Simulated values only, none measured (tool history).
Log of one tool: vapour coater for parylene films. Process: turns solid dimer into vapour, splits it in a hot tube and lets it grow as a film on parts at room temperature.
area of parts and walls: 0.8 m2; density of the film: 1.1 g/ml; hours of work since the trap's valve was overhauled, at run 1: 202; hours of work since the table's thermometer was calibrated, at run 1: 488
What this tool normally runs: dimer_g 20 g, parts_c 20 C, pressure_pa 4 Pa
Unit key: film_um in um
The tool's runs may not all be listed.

| run | hour | dimer_g | parts_c | pressure_pa | hours of work since the trap's valve was overhauled | hours of work since the table's thermometer was calibrated | film_um |
|---|---|---|---|---|---|---|---|
| 1 | 0 | 20 | 20 | 4 | 202 | 488 | 12.91 |
| 2 | 48.5 | 20 | 20 | 4 | 242 | 529 | 13.01 |
| 3 | 87.9 | 20 | 20 | 4 | 275 | 562 | 12.92 |
| 4 | 154.6 | 20 | 20 | 4 | 331 | 618 | 12.87 |
| 5 | 191 | 20 | 20 | 4 | 362 | 648 | 12.83 |
| 6 | 238.1 | 20 | 20 | 4 | 401 | 688 | 12.57 |
| 7 | 293.6 | 20 | 20 | 4 | 448 | 734 | 12.8 |
| 8 | 331.8 | 20 | 20 | 4 | 480 | 766 | 12.53 |
| 9 | 382 | 20 | 20 | 4 | 522 | 808 | 12.28 |
| 10 | 449.6 | 14 | 20 | 4 | 578 | 865 | 8.58 |
| 11 | 486.4 | 14 | 20 | 4 | 609 | 896 | 8.54 |
| 12 | 526.7 | 11 | 20 | 4 | 643 | 929 | 6.91 |
|  | 580.4 | trap's valve overhauled |
| 13 | 582.6 | 20 | 30 | 4 | 2 | 973 | 11.09 |
| 14 | 653.3 | 20 | 30 | 4 | 61 | 1032 | 11.05 |
|  | 658.8 | table's thermometer calibrated |
| 15 | 700.6 | 20 | 30 | 4 | 100 | 35 | 11.23 |
| 16 | 778.1 | 17 | 20 | 4 | 165 | 100 | 11.32 |
| 17 | 818.6 | 17 | 20 | 4 | 199 | 134 | 10.97 |
|  | 850.3 | table's thermometer calibrated, once more |
| 18 | 873.2 | 17 | 20 | 5.06 | 243 | 19 | 10.21 |
| 19 | 920.3 | 20 | 21 | 4 | 283 | 59 | 12.48 |
| 20 | 976.2 | 20 | 21 | 4 | 330 | 105 | 12.37 |
| 21 | 1034.8 | 20 | 21 | 4 | 379 | 154 | 12.29 |
| 22 | 1094.6 | 20 | 20 | 4 | 429 | 205 | 12.57 |
| 23 | 1139.6 | 20 | 20 | 4 | 467 | 242 | 12.46 |
| 24 | 1178.3 | 15 | 22 | 2.69 | 499 | 275 | 9.83 |
| 25 | 1227.1 | 15 | 22 | 2.69 | 540 | 315 | 9.77 |
| 26 | 1278.1 | 15 | 22 | 2.69 | 583 | 358 | 9.9 |
| 27 | 1321.4 | 15 | 22 | 2.69 | 619 | 394 | 9.7 |
| 28 | 1361.5 | 29 | 19 | 5.38 | 652 | 428 | 16.68 |
|  | 1400.4 | trap's valve overhauled |
| 29 | 1409.7 | 12 | 22 | 6.6 | 8 | 465 | 6.65 |
| 30 | 1449.6 | 12 | 22 | 6.6 | 41 | 498 | 6.72 |
| 31 | 1526 | 12 | 22 | 2.08 | 105 | 562 | 8.85 |
| 32 | 1582.7 | 12 | 18 | 2.21 | 153 | 610 | 9.31 |
| 33 | 1629.2 | 12 | 18 | 2.21 | 192 | 649 | 9.31 |
| 34 | 1672.8 | 12 | 28 | 2.21 | 228 | 685 | 7.74 |
| 35 | 1710 | 20 | 19 | 4 | 259 | 716 | 13.18 |
| 36 | 1783.5 | 20 | 23 | 7.32 | 321 | 778 | 10.22 |
| 37 | 1855.7 | 20 | 23 | 7.32 | 381 | 838 | 10.28 |
| 38 | 1900 | 35 | 21 | 8.52 | 418 | 876 | 17.85 |
| 39 | 1954.5 | 15 | 21 | 8.52 | 464 | 921 | 7.57 |
| 40 | 1988.3 | 9 | 21 | 8.52 | 492 | 949 | 4.55 |
| 41 | 2066 | 9 | 13 | 3.74 | 557 | 1015 | 6.5 |
| 42 | 2129.1 | 28 | 13 | 3.74 | 610 | 1067 | 19.9 |
| 43 | 2161.5 | 20 | 20 | 2.1 | 637 | 1094 | 14.36 |
|  | 2221.4 | trap's valve overhauled |
| 44 | 2242.6 | 12 | 20 | 3.83 | 18 | 1159 | 8.07 |
| 45 | 2319.7 | 16 | 28 | 3.95 | 82 | 1224 | 9.22 |
| 46 | 2397.7 | 20 | 17 | 4 | 148 | 1289 | 13.92 |

Hidden state or all else? Some run-to-run changes of film_um, split into what the settings, what came in and random variation would give without the hidden state, and what is left for the hidden state (with any gauge scatter that isn't in both results):
Hidden state present: vapour lost through the trap's worn valve, %; true temperature of the parts over the reading, C; drift of the gauge itself on film_um, %.
Run 28 -> 29: dimer_g 29 -> 12, parts_c 19 -> 22, pressure_pa 5.38 -> 6.6, trap's valve overhauled. film_um -10.03 um: hidden state +1.26, all else -11.29.
Run 38 -> 39: dimer_g 35 -> 15. film_um -10.28 um: hidden state +0.42, all else -10.7.
Run 41 -> 42: dimer_g 9 -> 28. film_um +13.4 um: hidden state -0.92, all else +14.32.
Run 43 -> 44: dimer_g 20 -> 12, pressure_pa 2.1 -> 3.83, trap's valve overhauled. film_um -6.29 um: hidden state +1.08, all else -7.37.
